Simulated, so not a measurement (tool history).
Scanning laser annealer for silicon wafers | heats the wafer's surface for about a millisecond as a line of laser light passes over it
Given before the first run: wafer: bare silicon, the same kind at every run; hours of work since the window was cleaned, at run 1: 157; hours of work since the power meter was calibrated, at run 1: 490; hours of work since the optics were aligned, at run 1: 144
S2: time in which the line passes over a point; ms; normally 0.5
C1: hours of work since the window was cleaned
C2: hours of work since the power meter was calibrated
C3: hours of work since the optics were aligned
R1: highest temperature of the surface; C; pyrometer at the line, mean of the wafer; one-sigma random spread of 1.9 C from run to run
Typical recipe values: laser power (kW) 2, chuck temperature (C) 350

run 1 hour=0 | laser_power_(kW)=2 S2=0.5 chuck_temperature_(C)=350 | C1=157 C2=490 C3=144 | R1=1094
run 2 hour=18.8 | laser_power_(kW)=2 S2=0.5 chuck_temperature_(C)=350 | C1=171 C2=504 C3=158 | R1=1092
run 3 hour=27.4 | laser_power_(kW)=2 S2=0.5 chuck_temperature_(C)=350 | C1=177 C2=510 C3=164 | R1=1092
run 4 hour=42.6 | laser_power_(kW)=2 S2=0.5 chuck_temperature_(C)=350 | C1=188 C2=521 C3=175 | R1=1094
run 5 hour=59.8 | laser_power_(kW)=2 S2=0.5 chuck_temperature_(C)=350 | C1=201 C2=534 C3=187 | R1=1091
run 6 hour=78.7 | laser_power_(kW)=2 S2=0.5 chuck_temperature_(C)=350 | C1=214 C2=548 C3=201 | R1=1089
run 7 hour=99.1 | laser_power_(kW)=2 S2=0.5 chuck_temperature_(C)=350 | C1=229 C2=563 C3=216 | R1=1090
run 8 hour=118.9 | laser_power_(kW)=2 S2=0.5 chuck_temperature_(C)=350 | C1=244 C2=577 C3=231 | R1=1090
run 9 hour=128.3 | laser_power_(kW)=2 S2=0.5 chuck_temperature_(C)=372 | C1=251 C2=584 C3=238 | R1=1110
run 10 hour=146.8 | laser_power_(kW)=2 S2=0.5 chuck_temperature_(C)=372 | C1=264 C2=598 C3=251 | R1=1115
run 11 hour=156.2 | laser_power_(kW)=2 S2=0.5 chuck_temperature_(C)=372 | C1=271 C2=604 C3=258 | R1=1109
run 12 hour=173.8 | laser_power_(kW)=2 S2=0.5 chuck_temperature_(C)=372 | C1=284 C2=617 C3=271 | R1=1108
run 13 hour=192.4 | laser_power_(kW)=2 S2=0.5 chuck_temperature_(C)=372 | C1=298 C2=631 C3=284 | R1=1107
run 14 hour=211.3 | laser_power_(kW)=2 S2=0.5 chuck_temperature_(C)=372 | C1=311 C2=645 C3=298 | R1=1106
run 15 hour=226.4 | laser_power_(kW)=2 S2=0.5 chuck_temperature_(C)=372 | C1=322 C2=656 C3=309 | R1=1105
run 16 hour=235.1 | laser_power_(kW)=2 S2=0.5 chuck_temperature_(C)=372 | C1=329 C2=662 C3=316 | R1=1105
run 17 hour=244.9 | laser_power_(kW)=2 S2=0.357 chuck_temperature_(C)=350 | C1=336 C2=669 C3=323 | R1=973
run 18 hour=259.3 | laser_power_(kW)=2 S2=0.357 chuck_temperature_(C)=350 | C1=346 C2=680 C3=333 | R1=973
run 19 hour=270.4 | laser_power_(kW)=2 S2=0.357 chuck_temperature_(C)=350 | C1=355 C2=688 C3=341 | R1=974
run 20 hour=280.8 | laser_power_(kW)=2.074 S2=0.5 chuck_temperature_(C)=350 | C1=362 C2=696 C3=349 | R1=1112
run 21 hour=297.2 | laser_power_(kW)=2 S2=0.5 chuck_temperature_(C)=332 | C1=374 C2=708 C3=361 | R1=1060
run 22 hour=307.7 | laser_power_(kW)=1.802 S2=0.441 chuck_temperature_(C)=350 | C1=382 C2=715 C3=369 | R1=962
run 23 hour=321.8 | laser_power_(kW)=2.041 S2=0.373 chuck_temperature_(C)=350 | C1=392 C2=726 C3=379 | R1=1001
run 24 hour=336 | laser_power_(kW)=2.178 S2=0.606 chuck_temperature_(C)=350 | C1=402 C2=736 C3=389 | R1=1228
run 25 hour=344.8 | laser_power_(kW)=1.796 S2=0.459 chuck_temperature_(C)=329 | C1=409 C2=742 C3=396 | R1=948
run 26 hour=359.7 | laser_power_(kW)=1.801 S2=0.618 chuck_temperature_(C)=388 | C1=420 C2=753 C3=407 | R1=1102
run 27 hour=377.3 | laser_power_(kW)=1.917 S2=0.544 chuck_temperature_(C)=363 | C1=433 C2=766 C3=420 | R1=1082
run 28 hour=396.2 | laser_power_(kW)=2 S2=0.54 chuck_temperature_(C)=350 | C1=446 C2=780 C3=433 | R1=1100
run 29 hour=411 | laser_power_(kW)=1.854 S2=0.4 chuck_temperature_(C)=350 | C1=457 C2=791 C3=444 | R1=948
run 30 hour=420.8 | laser_power_(kW)=1.854 S2=0.4 chuck_temperature_(C)=335 | C1=464 C2=798 C3=451 | R1=932
run 31 hour=435.4 | laser_power_(kW)=2 S2=0.405 chuck_temperature_(C)=377 | C1=475 C2=809 C3=462 | R1=1034
run 32 hour=455.9 | laser_power_(kW)=2 S2=0.405 chuck_temperature_(C)=377 | C1=490 C2=824 C3=477 | R1=1026
run 33 hour=475 | laser_power_(kW)=1.759 S2=0.405 chuck_temperature_(C)=377 | C1=504 C2=838 C3=491 | R1=940
run 34 hour=484.4 | laser_power_(kW)=2.154 S2=0.378 chuck_temperature_(C)=377 | C1=511 C2=844 C3=498 | R1=1062
-- hour=494.3 window over the wafer cleaned
run 35 hour=496.2 | laser_power_(kW)=1.713 S2=0.5 chuck_temperature_(C)=350 | C1=1 C2=852 C3=505 | R1=977
run 36 hour=515.8 | laser_power_(kW)=1.713 S2=0.5 chuck_temperature_(C)=350 | C1=16 C2=866 C3=519 | R1=978
run 37 hour=531.2 | laser_power_(kW)=1.713 S2=0.5 chuck_temperature_(C)=350 | C1=27 C2=877 C3=531 | R1=975
run 38 hour=549.3 | laser_power_(kW)=1.713 S2=0.5 chuck_temperature_(C)=350 | C1=40 C2=890 C3=544 | R1=976
run 39 hour=567.5 | laser_power_(kW)=2.092 S2=0.451 chuck_temperature_(C)=313 | C1=53 C2=904 C3=557 | R1=1061
run 40 hour=578.4 | laser_power_(kW)=2.092 S2=0.451 chuck_temperature_(C)=313 | C1=61 C2=912 C3=565 | R1=1058
run 41 hour=590.4 | laser_power_(kW)=1.881 S2=0.451 chuck_temperature_(C)=365 | C1=70 C2=920 C3=574 | R1=1026
run 42 hour=600.5 | laser_power_(kW)=2 S2=0.5 chuck_temperature_(C)=341 | C1=78 C2=928 C3=581 | R1=1085

What if the next run were any one of these 3? Each begins from the tool's condition after run 42:
run A hour=615.6 | laser_power_(kW)=2.103 S2=0.505 chuck_temperature_(C)=338 | C1=89 C2=939 C3=592 | R1=?
run B hour=615.6 | laser_power_(kW)=2 S2=0.485 chuck_temperature_(C)=355 | C1=89 C2=939 C3=592 | R1=?
run C hour=615.6 | laser_power_(kW)=1.925 S2=0.519 chuck_temperature_(C)=382 | C1=89 C2=939 C3=592 | R1=?

run=A R1=1125
run=B R1=1089
run=C R1=1107
Without the tool's hidden state the same runs would have given:
run=A R1=1146
run=B R1=1109
run=C R1=1126
